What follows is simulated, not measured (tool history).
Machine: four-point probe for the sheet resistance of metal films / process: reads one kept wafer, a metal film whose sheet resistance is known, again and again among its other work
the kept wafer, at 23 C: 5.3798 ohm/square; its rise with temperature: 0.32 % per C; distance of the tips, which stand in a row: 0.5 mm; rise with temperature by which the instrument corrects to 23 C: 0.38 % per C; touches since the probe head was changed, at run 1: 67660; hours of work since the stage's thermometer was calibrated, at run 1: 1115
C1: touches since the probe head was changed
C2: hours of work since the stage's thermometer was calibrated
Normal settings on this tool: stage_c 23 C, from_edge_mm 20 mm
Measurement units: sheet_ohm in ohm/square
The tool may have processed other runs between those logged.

{"run": 1, "hour": 0.0, "stage_c": 23, "from_edge_mm": 20, "C1": 67660, "C2": 1115, "sheet_ohm": 5.367686}
{"run": 2, "hour": 80.8, "stage_c": 23, "from_edge_mm": 20, "C1": 69733, "C2": 1159, "sheet_ohm": 5.369409}
{"run": 3, "hour": 140.5, "stage_c": 23, "from_edge_mm": 29, "C1": 71265, "C2": 1191, "sheet_ohm": 5.36549}
{"run": 4, "hour": 224.6, "stage_c": 23, "from_edge_mm": 29, "C1": 73421, "C2": 1236, "sheet_ohm": 5.367174}
{"hour": 230.9, "done": "stage's thermometer calibrated"}
{"run": 5, "hour": 275.0, "stage_c": 23, "from_edge_mm": 29, "C1": 74700, "C2": 24, "sheet_ohm": 5.36683}
{"run": 6, "hour": 349.7, "stage_c": 23, "from_edge_mm": 10, "C1": 76617, "C2": 64, "sheet_ohm": 5.372251}
{"run": 7, "hour": 433.3, "stage_c": 23, "from_edge_mm": 10, "C1": 78761, "C2": 109, "sheet_ohm": 5.373802}
{"run": 8, "hour": 472.4, "stage_c": 19, "from_edge_mm": 56, "C1": 79762, "C2": 129, "sheet_ohm": 5.376164}
{"run": 9, "hour": 547.9, "stage_c": 22, "from_edge_mm": 6, "C1": 81699, "C2": 170, "sheet_ohm": 5.387394}
{"hour": 593.3, "done": "stage's thermometer calibrated, once more"}
{"run": 10, "hour": 622.3, "stage_c": 25, "from_edge_mm": 4, "C1": 83595, "C2": 16, "sheet_ohm": 5.395728}
{"run": 11, "hour": 699.8, "stage_c": 23, "from_edge_mm": 11, "C1": 85583, "C2": 57, "sheet_ohm": 5.362562}

4 options for the next run, each taken on its own from the tool as it stands now. Forecast them:
{"run": "A", "hour": 790.4, "stage_c": 33, "from_edge_mm": 6, "C1": 87906, "C2": 106, "sheet_ohm": "?"}
{"run": "B", "hour": 790.4, "stage_c": 23, "from_edge_mm": 21, "C1": 87906, "C2": 106, "sheet_ohm": "?"}
{"run": "C", "hour": 790.4, "stage_c": 33, "from_edge_mm": 23, "C1": 87906, "C2": 106, "sheet_ohm": "?"}
{"run": "D", "hour": 790.4, "stage_c": 24, "from_edge_mm": 20, "C1": 87906, "C2": 106, "sheet_ohm": "?"}

run=A sheet_ohm=5.346362
run=B sheet_ohm=5.357649
run=C sheet_ohm=5.32755
run=D sheet_ohm=5.357129
With the hidden condition removed and each run's random variation left untouched, the same runs would have given:
run=A sheet_ohm=5.370542
run=B sheet_ohm=5.381896
run=C sheet_ohm=5.35165
run=D sheet_ohm=5.381373

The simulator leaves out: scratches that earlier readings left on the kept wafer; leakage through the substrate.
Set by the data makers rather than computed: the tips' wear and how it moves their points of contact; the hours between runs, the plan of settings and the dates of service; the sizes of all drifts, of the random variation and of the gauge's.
